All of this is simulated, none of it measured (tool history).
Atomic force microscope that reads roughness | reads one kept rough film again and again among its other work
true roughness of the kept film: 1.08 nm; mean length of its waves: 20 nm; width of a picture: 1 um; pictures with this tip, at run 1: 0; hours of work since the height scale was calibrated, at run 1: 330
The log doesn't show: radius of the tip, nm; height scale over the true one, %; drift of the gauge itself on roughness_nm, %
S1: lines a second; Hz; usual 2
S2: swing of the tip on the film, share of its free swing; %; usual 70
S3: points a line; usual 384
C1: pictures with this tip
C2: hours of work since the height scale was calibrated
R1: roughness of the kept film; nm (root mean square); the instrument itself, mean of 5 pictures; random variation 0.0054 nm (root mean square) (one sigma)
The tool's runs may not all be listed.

{"run": 1, "hour": 0.0, "S1": 2, "S2": 70, "S3": 384, "C1": 0, "C2": 330, "R1": 0.904}
{"run": 2, "hour": 26.5, "S1": 2, "S2": 70, "S3": 384, "C1": 23, "C2": 344, "R1": 0.877}
{"run": 3, "hour": 56.4, "S1": 2, "S2": 70, "S3": 384, "C1": 48, "C2": 361, "R1": 0.879}
{"run": 4, "hour": 99.0, "S1": 2, "S2": 70, "S3": 384, "C1": 85, "C2": 383, "R1": 0.861}
{"run": 5, "hour": 127.1, "S1": 2, "S2": 70, "S3": 384, "C1": 109, "C2": 399, "R1": 0.857}
{"run": 6, "hour": 172.4, "S1": 2, "S2": 70, "S3": 384, "C1": 148, "C2": 423, "R1": 0.838}
{"run": 7, "hour": 201.7, "S1": 2, "S2": 70, "S3": 384, "C1": 174, "C2": 439, "R1": 0.827}
{"run": 8, "hour": 226.4, "S1": 2, "S2": 70, "S3": 384, "C1": 195, "C2": 452, "R1": 0.814}
{"run": 9, "hour": 269.4, "S1": 2, "S2": 70, "S3": 384, "C1": 232, "C2": 475, "R1": 0.802}
{"run": 10, "hour": 311.2, "S1": 2, "S2": 70, "S3": 384, "C1": 268, "C2": 497, "R1": 0.789}
{"run": 11, "hour": 335.5, "S1": 2, "S2": 70, "S3": 384, "C1": 289, "C2": 511, "R1": 0.786}
{"run": 12, "hour": 355.2, "S1": 2, "S2": 70, "S3": 384, "C1": 306, "C2": 521, "R1": 0.775}
{"run": 13, "hour": 386.8, "S1": 2, "S2": 70, "S3": 321, "C1": 333, "C2": 538, "R1": 0.766}
{"hour": 389.9, "done": "new tip fitted"}
{"run": 14, "hour": 431.0, "S1": 2, "S2": 70, "S3": 321, "C1": 36, "C2": 562, "R1": 0.889}
{"run": 15, "hour": 465.4, "S1": 2, "S2": 70, "S3": 321, "C1": 65, "C2": 580, "R1": 0.881}
{"run": 16, "hour": 494.4, "S1": 2, "S2": 70, "S3": 321, "C1": 91, "C2": 596, "R1": 0.856}
{"run": 17, "hour": 524.9, "S1": 2, "S2": 70, "S3": 321, "C1": 117, "C2": 612, "R1": 0.844}
{"run": 18, "hour": 556.8, "S1": 2, "S2": 70, "S3": 380, "C1": 144, "C2": 629, "R1": 0.838}
{"run": 19, "hour": 590.7, "S1": 2, "S2": 70, "S3": 674, "C1": 173, "C2": 647, "R1": 0.838}
{"run": 20, "hour": 631.0, "S1": 2, "S2": 70, "S3": 674, "C1": 208, "C2": 669, "R1": 0.828}
{"hour": 635.7, "done": "height scale calibrated on a step standard"}
{"run": 21, "hour": 654.7, "S1": 2, "S2": 70, "S3": 384, "C1": 228, "C2": 10, "R1": 0.816}
{"run": 22, "hour": 698.5, "S1": 2, "S2": 70, "S3": 384, "C1": 266, "C2": 34, "R1": 0.79}
{"run": 23, "hour": 723.0, "S1": 2, "S2": 70, "S3": 384, "C1": 287, "C2": 47, "R1": 0.782}
{"run": 24, "hour": 764.3, "S1": 2, "S2": 60, "S3": 384, "C1": 322, "C2": 69, "R1": 0.811}
{"hour": 778.2, "done": "new tip fitted"}
{"hour": 790.7, "done": "height scale calibrated on a step standard, once more"}
{"run": 25, "hour": 794.7, "S1": 2, "S2": 60, "S3": 384, "C1": 13, "C2": 2, "R1": 0.933}
{"run": 26, "hour": 814.0, "S1": 2, "S2": 60, "S3": 384, "C1": 30, "C2": 13, "R1": 0.938}
{"run": 27, "hour": 844.8, "S1": 2, "S2": 60, "S3": 384, "C1": 56, "C2": 29, "R1": 0.928}
{"run": 28, "hour": 864.1, "S1": 2, "S2": 59, "S3": 384, "C1": 73, "C2": 39, "R1": 0.921}
{"run": 29, "hour": 896.2, "S1": 1, "S2": 70, "S3": 446, "C1": 101, "C2": 57, "R1": 0.911}
{"run": 30, "hour": 927.9, "S1": 1, "S2": 70, "S3": 446, "C1": 128, "C2": 74, "R1": 0.902}
{"run": 31, "hour": 947.5, "S1": 1.68, "S2": 56, "S3": 446, "C1": 145, "C2": 84, "R1": 0.902}
{"run": 32, "hour": 976.5, "S1": 1.68, "S2": 56, "S3": 446, "C1": 170, "C2": 100, "R1": 0.891}
{"run": 33, "hour": 1007.2, "S1": 1.68, "S2": 56, "S3": 446, "C1": 196, "C2": 116, "R1": 0.867}
{"run": 34, "hour": 1045.2, "S1": 1.51, "S2": 69, "S3": 916, "C1": 229, "C2": 137, "R1": 0.842}
{"run": 35, "hour": 1083.9, "S1": 1.51, "S2": 69, "S3": 916, "C1": 262, "C2": 158, "R1": 0.829}
{"run": 36, "hour": 1118.1, "S1": 3.32, "S2": 60, "S3": 384, "C1": 292, "C2": 176, "R1": 0.789}
{"run": 37, "hour": 1142.6, "S1": 3.44, "S2": 90, "S3": 493, "C1": 313, "C2": 189, "R1": 0.568}
{"hour": 1167.5, "done": "new tip fitted"}
{"run": 38, "hour": 1181.2, "S1": 3.44, "S2": 56, "S3": 433, "C1": 12, "C2": 210, "R1": 0.922}
{"run": 39, "hour": 1227.7, "S1": 3.44, "S2": 56, "S3": 433, "C1": 52, "C2": 235, "R1": 0.906}
{"run": 40, "hour": 1247.3, "S1": 1.25, "S2": 58, "S3": 433, "C1": 69, "C2": 245, "R1": 0.937}
{"run": 41, "hour": 1280.2, "S1": 3.1, "S2": 65, "S3": 574, "C1": 97, "C2": 263, "R1": 0.853}
{"run": 42, "hour": 1311.5, "S1": 2, "S2": 59, "S3": 335, "C1": 124, "C2": 280, "R1": 0.885}
{"run": 43, "hour": 1355.9, "S1": 1.99, "S2": 69, "S3": 444, "C1": 162, "C2": 304, "R1": 0.834}
{"run": 44, "hour": 1381.2, "S1": 1.99, "S2": 69, "S3": 444, "C1": 184, "C2": 317, "R1": 0.828}
{"run": 45, "hour": 1403.7, "S1": 1.33, "S2": 70, "S3": 548, "C1": 204, "C2": 329, "R1": 0.853}
{"run": 46, "hour": 1425.2, "S1": 1.33, "S2": 70, "S3": 489, "C1": 222, "C2": 341, "R1": 0.828}
{"run": 47, "hour": 1462.7, "S1": 1.33, "S2": 70, "S3": 727, "C1": 254, "C2": 361, "R1": 0.83}
{"run": 48, "hour": 1494.9, "S1": 1.07, "S2": 70, "S3": 389, "C1": 282, "C2": 378, "R1": 0.817}
{"run": 49, "hour": 1540.1, "S1": 1.27, "S2": 78, "S3": 992, "C1": 321, "C2": 402, "R1": 0.769}
{"hour": 1558.3, "done": "new tip fitted"}
{"run": 50, "hour": 1569.5, "S1": 1.27, "S2": 66, "S3": 714, "C1": 10, "C2": 418, "R1": 0.967}
{"run": 51, "hour": 1606.8, "S1": 0.51, "S2": 78, "S3": 524, "C1": 42, "C2": 438, "R1": 0.947}
{"run": 52, "hour": 1636.6, "S1": 0.51, "S2": 59, "S3": 524, "C1": 68, "C2": 454, "R1": 0.964}
{"run": 53, "hour": 1657.3, "S1": 1.86, "S2": 65, "S3": 876, "C1": 86, "C2": 465, "R1": 0.909}

4 ways to go on from here, each from the tool as it stands after run 53. What would each give?
{"run": "A", "hour": 1698.3, "S1": 0.79, "S2": 65, "S3": 259, "C1": 121, "C2": 487, "R1": "?"}
{"run": "B", "hour": 1698.3, "S1": 1.71, "S2": 83, "S3": 876, "C1": 121, "C2": 487, "R1": "?"}
{"run": "C", "hour": 1698.3, "S1": 2, "S2": 62, "S3": 593, "C1": 121, "C2": 487, "R1": "?"}
{"run": "D", "hour": 1698.3, "S1": 2.91, "S2": 57, "S3": 587, "C1": 121, "C2": 487, "R1": "?"}

run=A R1=0.9
run=B R1=0.807
run=C R1=0.896
run=D R1=0.88
Without the tool's hidden state the same runs would have given:
run=A R1=0.956
run=B R1=0.857
run=C R1=0.951
run=D R1=0.935

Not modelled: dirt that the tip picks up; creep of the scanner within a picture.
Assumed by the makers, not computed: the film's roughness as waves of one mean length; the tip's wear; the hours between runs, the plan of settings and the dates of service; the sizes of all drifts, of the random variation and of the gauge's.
